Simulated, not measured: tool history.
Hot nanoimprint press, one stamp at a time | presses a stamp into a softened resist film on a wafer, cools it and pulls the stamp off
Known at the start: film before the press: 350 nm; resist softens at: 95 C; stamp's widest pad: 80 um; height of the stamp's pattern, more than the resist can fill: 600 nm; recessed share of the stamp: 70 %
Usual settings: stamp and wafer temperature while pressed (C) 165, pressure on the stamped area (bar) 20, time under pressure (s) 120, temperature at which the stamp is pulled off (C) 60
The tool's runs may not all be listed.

run	hour	stamp and wafer temperature while pressed (C)	pressure on the stamped area (bar)	time under pressure (s)	temperature at which the stamp is pulled off (C)	resist left under the stamp's widest pad (Å)	greatest force while the stamp is pulled off (N)
1	0	165	20	120	60	1248	222
2	62.3	165	20	120	50	1246	271
3	111.6	165	20	120	50	1240	276
4	180.9	165	20	120	50	1250	278
5	240.1	157	20	120	60	1773	238
6	299.4	155	20	120	60	1928	235
7	373.7	165	20	120	60	1234	244
# hour 408.6: stamp cleaned and given a new release coat
8	444.9	165	20	120	60	1239	221
9	482.4	165	20	120	60	1227	220
# hour 528.4: plate thermocouple calibrated
10	561	165	20	117	60	1266	229
11	634.3	165	20	120	62	1262	218
12	673.5	165	20	120	62	1261	219
13	725.9	165	20	120	62	1252	224
14	782.3	165	20	120	60	1260	236
15	822.1	165	20	120	60	1256	242
16	883.3	165	20	120	60	1261	242
# hour 931.6: stamp cleaned and given a new release coat
17	956.8	156	26.8	120	60	1605	221
18	1018.4	156	26.8	120	60	1598	222
19	1057.7	168	26.8	104	48	974	269
20	1128.9	153	20.1	99	51	2221	267
# hour 1171.8: plate thermocouple calibrated
21	1205.9	168	17.1	225	47	1001	291
22	1255.3	160	17.1	104	47	1814	292
23	1316	163	15.7	120	60	1599	239
24	1389.9	163	23.7	120	60	1265	241
25	1441.4	156	23.7	120	55	1756	266
# hour 1457.6: stamp cleaned and given a new release coat
26	1518.8	156	23.7	120	55	1735	242
27	1571.3	156	23.7	120	55	1745	246
28	1646.7	156	23.7	120	55	1730	252
29	1688.6	162	20	120	60	1463	228

Forecast each of these 5 alternatives for the next run:
A	1757.7	165	20	120	61	?	?
B	1757.7	162	20	120	46	?	?
C	1757.7	165	20	120	54	?	?
D	1757.7	154	17.1	75	60	?	?
E	1757.7	157	20	120	60	?	?

run	resist left under the stamp's widest pad (Å)	greatest force while the stamp is pulled off (N)
A	1278	226
B	1441	291
C	1272	255
D	2475	232
E	1812	233
Without the tool's hidden state the same runs would have given:
run	resist left under the stamp's widest pad (Å)	greatest force while the stamp is pulled off (N)
A	1232	215
B	1392	277
C	1227	243
D	2436	221
E	1759	222
